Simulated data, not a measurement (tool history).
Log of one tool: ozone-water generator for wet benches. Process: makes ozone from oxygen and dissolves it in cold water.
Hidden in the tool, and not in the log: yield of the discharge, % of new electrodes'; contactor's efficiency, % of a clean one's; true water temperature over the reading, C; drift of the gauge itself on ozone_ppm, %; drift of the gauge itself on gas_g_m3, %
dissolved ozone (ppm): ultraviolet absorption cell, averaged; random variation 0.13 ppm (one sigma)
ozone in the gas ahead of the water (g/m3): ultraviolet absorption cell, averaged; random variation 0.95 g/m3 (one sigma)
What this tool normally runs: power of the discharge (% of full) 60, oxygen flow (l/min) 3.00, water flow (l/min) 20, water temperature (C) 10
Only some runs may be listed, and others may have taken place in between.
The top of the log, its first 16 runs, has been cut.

run,hour,power of the discharge (% of full),oxygen flow (l/min),water flow (l/min),water temperature (C),hours of work since the electrodes were changed,hours of work since the contactor was cleaned,hours of work since the thermometer was calibrated,dissolved ozone (ppm),ozone in the gas ahead of the water (g/m3)
17,1688.0,60,3.00,26,10,2914,708,2083,11.1,158.8
18,1800.0,60,3.00,26,10,2998,792,2168,11.0,157.7
19,1897.2,49,2.54,16,10,3071,865,2241,13.7,143.7
20,2032.8,60,2.36,20,11,3173,967,2343,13.0,174.7
21,2175.5,60,2.36,20,11,3280,1074,2450,12.8,173.8
22,2259.4,60,2.36,20,11,3343,1137,2513,12.9,174.4
23,2388.3,60,2.36,20,11,3440,1234,2610,13.0,174.8
# hour 2403.7: gauge calibrated
24,2467.7,60,2.36,31,9,3500,1294,2670,8.7,180.5
25,2620.1,60,2.36,31,9,3614,1408,2784,8.6,179.4
26,2759.9,58,3.18,30,13,3719,1513,2889,9.4,152.1
27,2889.7,58,3.18,30,13,3817,1611,2987,9.3,151.9
28,3013.5,60,1.87,20,10,3910,1704,3080,12.0,196.9
# hour 3036.6: water thermometer calibrated
29,3108.3,58,1.87,20,10,3981,1775,54,11.7,191.3
30,3197.8,58,1.87,20,10,4048,1842,121,11.9,190.5
31,3350.2,60,1.73,29,10,4163,1957,236,8.0,202.7
32,3477.7,58,2.34,21,10,4259,2052,332,12.4,173.3
33,3602.2,58,2.34,21,10,4352,2146,425,12.0,172.1

Below are 3 alternative next runs, each starting from the tool's condition after run 33. Predict each:
A,3724.6,53,2.34,19,10,4444,2238,517,?,?
B,3724.6,60,3.00,20,6,4444,2238,517,?,?
C,3724.6,60,1.92,16,10,4444,2238,517,?,?

run,dissolved ozone (ppm),ozone in the gas ahead of the water (g/m3)
A,12.4,161.1
B,14.8,157.8
C,14.9,194.9
Take away the tool's hidden state, keep each run's random variation, and the runs would have read:
run,dissolved ozone (ppm),ozone in the gas ahead of the water (g/m3)
A,12.4,163.9
B,14.8,160.6
C,14.9,198.4
